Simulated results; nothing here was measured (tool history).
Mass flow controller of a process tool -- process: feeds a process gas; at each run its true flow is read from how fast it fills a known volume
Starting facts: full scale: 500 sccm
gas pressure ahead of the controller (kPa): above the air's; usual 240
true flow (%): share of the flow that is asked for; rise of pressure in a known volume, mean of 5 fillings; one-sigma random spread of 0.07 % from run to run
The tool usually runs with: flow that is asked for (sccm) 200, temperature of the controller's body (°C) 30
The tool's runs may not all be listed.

| run | day | flow that is asked for (sccm) | gas pressure ahead of the controller (kPa) | temperature of the controller's body (°C) | true flow (%) |
|---|---|---|---|---|---|
| 1 | 0.000 | 200 | 240 | 30 | 98.29 |
| 2 | 8.983 | 200 | 240 | 30 | 98.29 |
| 3 | 16.662 | 265 | 240 | 30 | 98.53 |
| 4 | 23.833 | 200 | 240 | 30 | 98.16 |
| 5 | 29.788 | 200 | 240 | 30 | 98.31 |
| 6 | 35.012 | 200 | 240 | 30 | 98.22 |
| 7 | 43.946 | 200 | 240 | 30 | 98.17 |
| 8 | 47.838 | 200 | 240 | 30 | 98.26 |
| 9 | 54.633 | 200 | 240 | 29 | 98.24 |
| 10 | 60.433 | 200 | 240 | 31 | 98.01 |
| 11 | 65.496 | 51 | 240 | 31 | 97.76 |
| 12 | 72.188 | 200 | 240 | 21 | 99.13 |
| 13 | 78.304 | 77 | 240 | 21 | 98.66 |
| 14 | 84.875 | 77 | 148 | 38 | 97.56 |
| 15 | 89.625 | 249 | 229 | 30 | 98.53 |

Predict the results of run 16:
| 16 | 98.454 | 59 | 229 | 20 | ? |

true flow (%): 98.74
With no hidden state in the tool, this same run would have given true flow (%) 98.72.
